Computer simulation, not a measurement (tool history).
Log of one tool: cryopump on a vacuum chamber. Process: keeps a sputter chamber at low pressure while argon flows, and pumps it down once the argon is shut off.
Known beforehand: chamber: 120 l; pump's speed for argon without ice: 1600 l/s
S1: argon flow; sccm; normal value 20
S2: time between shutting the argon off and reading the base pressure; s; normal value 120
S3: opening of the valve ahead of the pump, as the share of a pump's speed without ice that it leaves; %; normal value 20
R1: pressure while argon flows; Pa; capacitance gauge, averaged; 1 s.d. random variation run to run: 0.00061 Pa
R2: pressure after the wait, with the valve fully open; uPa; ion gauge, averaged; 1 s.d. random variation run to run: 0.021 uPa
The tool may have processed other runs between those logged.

{"run": 1, "hour": 0.0, "S1": 20, "S2": 120, "S3": 20, "R1": 0.1101, "R2": 1.37}
{"run": 2, "hour": 29.9, "S1": 20, "S2": 120, "S3": 53, "R1": 0.0431, "R2": 1.43}
{"run": 3, "hour": 60.5, "S1": 20, "S2": 120, "S3": 20, "R1": 0.1088, "R2": 1.37}
{"run": 4, "hour": 87.3, "S1": 20, "S2": 120, "S3": 20, "R1": 0.1092, "R2": 1.39}
{"run": 5, "hour": 129.3, "S1": 20, "S2": 120, "S3": 20, "R1": 0.1095, "R2": 1.47}
{"run": 6, "hour": 156.5, "S1": 20, "S2": 120, "S3": 20, "R1": 0.1108, "R2": 1.46}
{"run": 7, "hour": 194.5, "S1": 20, "S2": 120, "S3": 20, "R1": 0.1113, "R2": 1.51}
{"run": 8, "hour": 222.8, "S1": 20, "S2": 120, "S3": 20, "R1": 0.1113, "R2": 1.52}
{"run": 9, "hour": 270.8, "S1": 40, "S2": 120, "S3": 20, "R1": 0.2242, "R2": 1.51}
{"run": 10, "hour": 303.9, "S1": 20, "S2": 120, "S3": 20, "R1": 0.1109, "R2": 1.58}
{"run": 11, "hour": 326.6, "S1": 20, "S2": 180, "S3": 20, "R1": 0.112, "R2": 1.56}
{"run": 12, "hour": 367.1, "S1": 20, "S2": 180, "S3": 20, "R1": 0.1124, "R2": 1.53}
{"hour": 400.8, "done": "pump warmed up, emptied and cooled again"}
{"run": 13, "hour": 402.3, "S1": 20, "S2": 180, "S3": 20, "R1": 0.107, "R2": 1.25}
{"run": 14, "hour": 426.4, "S1": 20, "S2": 180, "S3": 20, "R1": 0.1059, "R2": 1.24}
{"run": 15, "hour": 448.8, "S1": 23, "S2": 256, "S3": 19, "R1": 0.1292, "R2": 1.2}
{"run": 16, "hour": 474.8, "S1": 23, "S2": 182, "S3": 25, "R1": 0.0979, "R2": 1.29}
{"run": 17, "hour": 505.4, "S1": 20, "S2": 199, "S3": 42, "R1": 0.0514, "R2": 1.35}
{"run": 18, "hour": 528.0, "S1": 28, "S2": 199, "S3": 53, "R1": 0.0573, "R2": 1.31}
{"run": 19, "hour": 575.2, "S1": 28, "S2": 199, "S3": 53, "R1": 0.0583, "R2": 1.35}
{"run": 20, "hour": 603.2, "S1": 24, "S2": 132, "S3": 17, "R1": 0.1525, "R2": 1.46}
{"run": 21, "hour": 623.9, "S1": 24, "S2": 132, "S3": 17, "R1": 0.1508, "R2": 1.46}
{"run": 22, "hour": 650.4, "S1": 24, "S2": 132, "S3": 17, "R1": 0.1508, "R2": 1.52}
{"run": 23, "hour": 685.8, "S1": 10, "S2": 51, "S3": 54, "R1": 0.0202, "R2": 2.03}
{"run": 24, "hour": 732.9, "S1": 20, "S2": 112, "S3": 18, "R1": 0.1198, "R2": 1.66}
{"run": 25, "hour": 771.4, "S1": 20, "S2": 112, "S3": 18, "R1": 0.1193, "R2": 1.67}
{"run": 26, "hour": 814.7, "S1": 38, "S2": 112, "S3": 17, "R1": 0.2406, "R2": 1.61}

What does the tool deliver on the next run?
{"run": 27, "hour": 852.5, "S1": 8, "S2": 20, "S3": 20, "R1": "?", "R2": "?"}

R1: 0.043 Pa
R2: 3.31 uPa
With the hidden condition absent and the run-to-run variation left alone, this run would have shown R1 0.0418 Pa, R2 2.1 uPa.

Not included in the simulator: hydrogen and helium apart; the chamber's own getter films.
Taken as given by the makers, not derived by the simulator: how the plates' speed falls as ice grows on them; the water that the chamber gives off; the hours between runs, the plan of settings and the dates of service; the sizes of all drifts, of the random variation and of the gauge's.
